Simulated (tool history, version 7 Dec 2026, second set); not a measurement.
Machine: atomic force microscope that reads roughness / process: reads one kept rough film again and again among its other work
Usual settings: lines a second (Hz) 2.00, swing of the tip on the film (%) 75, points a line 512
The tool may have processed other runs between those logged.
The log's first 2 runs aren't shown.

| run | hour | lines a second (Hz) | swing of the tip on the film (%) | points a line | roughness of the kept film (nm (root mean square)) |
|---|---|---|---|---|---|
| 3 | 17.3 | 2.00 | 75 | 512 | 1.848 |
|  | 23.9 | new tip fitted |
| 4 | 24.4 | 2.00 | 75 | 553 | 2.654 |
| 5 | 33.0 | 2.00 | 75 | 553 | 2.464 |
| 6 | 41.2 | 2.00 | 76 | 512 | 2.312 |
| 7 | 50.3 | 2.00 | 76 | 512 | 2.177 |
| 8 | 57.0 | 2.00 | 76 | 512 | 2.083 |
| 9 | 62.4 | 2.00 | 76 | 512 | 2.005 |
| 10 | 68.5 | 2.00 | 76 | 512 | 1.924 |
|  | 80.1 | new tip fitted |
| 11 | 80.6 | 2.00 | 76 | 512 | 2.614 |
| 12 | 87.2 | 2.00 | 75 | 286 | 2.412 |
| 13 | 96.1 | 2.00 | 75 | 512 | 2.303 |
| 14 | 107.7 | 2.00 | 75 | 512 | 2.113 |
| 15 | 113.6 | 2.00 | 75 | 512 | 2.029 |
| 16 | 118.7 | 2.00 | 75 | 544 | 1.954 |
| 17 | 130.3 | 2.00 | 75 | 544 | 1.826 |
|  | 136.0 | new tip fitted |
| 18 | 138.8 | 2.00 | 75 | 544 | 2.596 |
| 19 | 145.7 | 2.00 | 75 | 544 | 2.426 |
| 20 | 152.7 | 2.00 | 75 | 686 | 2.331 |
| 21 | 157.7 | 2.00 | 66 | 512 | 2.269 |
| 22 | 168.1 | 2.00 | 75 | 512 | 2.043 |
| 23 | 177.5 | 2.00 | 75 | 512 | 1.930 |
| 24 | 189.1 | 2.00 | 75 | 491 | 1.788 |
|  | 192.8 | new tip fitted |
| 25 | 201.3 | 2.00 | 75 | 512 | 2.456 |
| 26 | 208.5 | 2.00 | 75 | 512 | 2.325 |
| 27 | 215.5 | 3.85 | 85 | 508 | 1.938 |

The next listed run, before its measurement:
| 28 | 226.2 | 3.85 | 85 | 508 | ? |

roughness of the kept film (nm (root mean square)): 1.795
With no hidden state in the tool, this same run would have given roughness of the kept film (nm (root mean square)) 2.314.

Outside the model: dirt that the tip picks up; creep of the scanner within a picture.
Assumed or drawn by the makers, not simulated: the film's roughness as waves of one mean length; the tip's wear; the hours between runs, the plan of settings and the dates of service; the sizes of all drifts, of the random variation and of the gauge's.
